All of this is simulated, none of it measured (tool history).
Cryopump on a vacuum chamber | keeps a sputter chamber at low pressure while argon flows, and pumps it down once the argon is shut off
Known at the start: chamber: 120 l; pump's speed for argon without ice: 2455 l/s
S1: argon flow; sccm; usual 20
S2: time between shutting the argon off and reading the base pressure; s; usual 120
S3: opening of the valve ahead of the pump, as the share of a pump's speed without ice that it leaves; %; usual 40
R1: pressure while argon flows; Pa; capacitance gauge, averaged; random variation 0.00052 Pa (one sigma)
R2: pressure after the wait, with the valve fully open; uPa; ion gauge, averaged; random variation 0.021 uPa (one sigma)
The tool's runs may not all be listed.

run 1 day=0.000 | S1=20 S2=120 S3=40 | R1=0.0348 R2=1.45
run 2 day=1.375 | S1=20 S2=120 S3=40 | R1=0.0361 R2=1.50
run 3 day=2.229 | S1=20 S2=120 S3=40 | R1=0.0362 R2=1.49
run 4 day=3.825 | S1=16 S2=120 S3=40 | R1=0.0277 R2=1.50
run 5 day=4.558 | S1=16 S2=120 S3=40 | R1=0.0281 R2=1.58
run 6 day=5.329 | S1=8 S2=120 S3=40 | R1=0.0143 R2=1.55
run 7 day=6.600 | S1=20 S2=120 S3=40 | R1=0.0358 R2=1.55
run 8 day=7.517 | S1=20 S2=120 S3=40 | R1=0.0366 R2=1.62
run 9 day=8.842 | S1=20 S2=120 S3=40 | R1=0.0359 R2=1.66
run 10 day=9.546 | S1=20 S2=120 S3=40 | R1=0.0364 R2=1.62
run 11 day=10.546 | S1=20 S2=120 S3=40 | R1=0.0362 R2=1.66
run 12 day=11.483 | S1=20 S2=120 S3=40 | R1=0.0376 R2=1.60
run 13 day=12.462 | S1=20 S2=120 S3=40 | R1=0.0367 R2=1.63
run 14 day=13.221 | S1=20 S2=120 S3=40 | R1=0.0374 R2=1.71
run 15 day=14.004 | S1=20 S2=132 S3=26 | R1=0.0554 R2=1.69
run 16 day=15.158 | S1=24 S2=207 S3=40 | R1=0.0450 R2=1.56
run 17 day=16.392 | S1=33 S2=170 S3=40 | R1=0.0620 R2=1.61
run 18 day=18.008 | S1=30 S2=65 S3=40 | R1=0.0567 R2=2.08
run 19 day=18.900 | S1=25 S2=37 S3=40 | R1=0.0468 R2=2.59
run 20 day=20.262 | S1=40 S2=37 S3=23 | R1=0.1268 R2=2.66
run 21 day=21.625 | S1=40 S2=37 S3=23 | R1=0.1274 R2=2.69
run 22 day=23.083 | S1=9 S2=46 S3=23 | R1=0.0284 R2=2.47
run 23 day=24.012 | S1=30 S2=200 S3=40 | R1=0.0579 R2=1.77
run 24 day=24.792 | S1=14 S2=68 S3=54 | R1=0.0205 R2=2.19
run 25 day=25.525 | S1=20 S2=26 S3=54 | R1=0.0303 R2=3.17
run 26 day=26.838 | S1=21 S2=26 S3=17 | R1=0.0890 R2=3.30

Forecast each of these 3 alternatives for the next run:
run A day=28.333 | S1=11 S2=32 S3=27 | R1=? R2=?
run B day=28.333 | S1=15 S2=198 S3=40 | R1=? R2=?
run C day=28.333 | S1=20 S2=92 S3=16 | R1=? R2=?

run=A R1=0.0309 R2=2.86
run=B R1=0.0294 R2=1.84
run=C R1=0.0908 R2=2.05
Without the tool's hidden state the same runs would have given:
run=A R1=0.0283 R2=1.43
run=B R1=0.0258 R2=0.35
run=C R1=0.0860 R2=0.59
